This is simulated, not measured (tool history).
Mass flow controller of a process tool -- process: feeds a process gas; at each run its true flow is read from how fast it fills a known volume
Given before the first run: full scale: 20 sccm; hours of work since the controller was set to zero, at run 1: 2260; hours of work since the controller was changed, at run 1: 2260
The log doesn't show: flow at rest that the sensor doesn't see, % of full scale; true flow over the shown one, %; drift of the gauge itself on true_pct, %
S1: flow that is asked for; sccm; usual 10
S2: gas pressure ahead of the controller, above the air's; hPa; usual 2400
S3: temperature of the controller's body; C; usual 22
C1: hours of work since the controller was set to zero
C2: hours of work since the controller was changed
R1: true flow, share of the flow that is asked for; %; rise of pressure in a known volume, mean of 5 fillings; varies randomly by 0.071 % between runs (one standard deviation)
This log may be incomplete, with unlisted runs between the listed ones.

run    hour  S1    S2  S3    C1    C2      R1
  1     0.0  10  2400  22  2260  2260   99.63
  2    94.3  10  2400  22  2328  2328   99.79
  3   224.0  10  2400  21  2422  2422   99.76
  4   302.4  10  2400  21  2479  2479   99.79
  5   440.9  10  2400  21  2580  2580   99.75
  6   561.2  10  2400  21  2667  2667   99.96
  7   722.8  10  2400  36  2784  2784   99.53
  8   791.7  10  2400  36  2834  2834   99.41
  9   944.9  10  2400  22  2945  2945  100.17
 10  1027.3  10  2400  22  3005  3005  100.08
 11  1190.2  10  2400  22  3123  3123  100.28
 12  1295.3  10  2400  22  3199  3199  100.28
 13  1440.4  10  2650  22  3304  3304  100.38
 14  1551.0  10  1780  29  3384  3384   99.78
 15  1649.4  10  1780  29  3456  3456   99.70
 16  1769.2   3  2280  35  3543  3543   99.41
 17  1903.9   3  2280  35  3640  3640   99.50
 18  2059.6   3  2280  35  3753  3753   99.72
 19  2191.6  10  2400  20  3849  3849  100.58

Run 20 comes next. What will it give?
 20  2309.4  10  2220  37  3934  3934   ?

{"run 20": {"R1": 100.06}}
Minus the tool's unlogged condition, the same run would have read R1 99.11 %.
